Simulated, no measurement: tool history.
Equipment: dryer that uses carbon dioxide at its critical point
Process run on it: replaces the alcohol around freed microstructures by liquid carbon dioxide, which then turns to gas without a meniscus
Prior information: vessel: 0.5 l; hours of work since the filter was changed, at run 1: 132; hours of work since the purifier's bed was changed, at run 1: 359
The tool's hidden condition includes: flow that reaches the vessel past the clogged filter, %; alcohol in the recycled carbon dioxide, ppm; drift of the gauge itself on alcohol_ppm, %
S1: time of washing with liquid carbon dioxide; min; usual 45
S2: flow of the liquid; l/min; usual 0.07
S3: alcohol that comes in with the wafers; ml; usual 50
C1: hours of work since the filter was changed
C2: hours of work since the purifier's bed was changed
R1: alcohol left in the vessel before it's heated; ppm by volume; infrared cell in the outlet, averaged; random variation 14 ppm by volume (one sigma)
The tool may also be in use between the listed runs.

run   hour  S1      S2   S3   C1   C2     R1
  1      0  45    0.07   50  132  359   1110
  2     17  45    0.07   50  145  372   1153
  3   34.7  29    0.07   50  159  386   5548
  4   61.5  45    0.07   50  180  407   1214
  5   79.1  45    0.07   50  194  421   1223
  6    106  45    0.07   50  215  442   1275
  7  133.6  45  0.0531   50  236  464   3890
  8  157.3  45  0.0531  103  255  482   8399
  9  174.2  45    0.07   50  268  495   1430
 10  191.7  45    0.07   50  282  509   1447
 11  230.8  45    0.07   74  312  539   2179
     236.5  -- purifier's bed changed
 12    272  45    0.07   74  342   28   2310
 13  303.2  45    0.07   74  366   52   2411
     316.6  -- inlet filter changed
 14  325.5  45    0.07   74    7   69   1298
 15  347.8  45    0.07   74   24   86   1350
 16  380.2  45    0.07   47   50  111    910
 17  414.2  45  0.1132   59   76  138     71
 18  430.5  45  0.1132   59   89  151     94
 19  468.3  66    0.07   50  119  180    171
 20  507.5  32   0.086   21  149  211    816
 21  528.2  45  0.1053   86  165  227    213
 22  548.6  45  0.1053   86  181  243    223
 23    571  45  0.0633   55  199  261   2139
 24  599.5  27  0.0808   45  221  283   4384
 25  619.4  27  0.0808   45  237  298   4335
 26  648.8  45  0.0626   43  260  321   1894
 27  686.9  45  0.0781   50  289  351    903
 28  720.2  30  0.0561   70  315  377  15061
 29  738.8  69    0.07   50  330  392    227
 30  770.4  60    0.06   86  355  416   1680

Difference, measured minus no-hidden-state, one row per run. Run-to-run variation is common to both terms; the gauge's own scatter need not be:
run     R1
  1   +246
  2   +275
  3   +855
  4   +336
  5   +358
  6   +404
  7   +981
  8  +2208
  9   +537
 10   +563
 11   +891
 12   +971
 13  +1074
 14    +27
 15    +73
 16    +92
 17    +30
 18    +34
 19    +58
 20   +185
 21    +96
 22   +102
 23   +576
 24  +1024
 25  +1067
 26   +629
 27   +402
 28  +3626
 29   +147
 30   +834
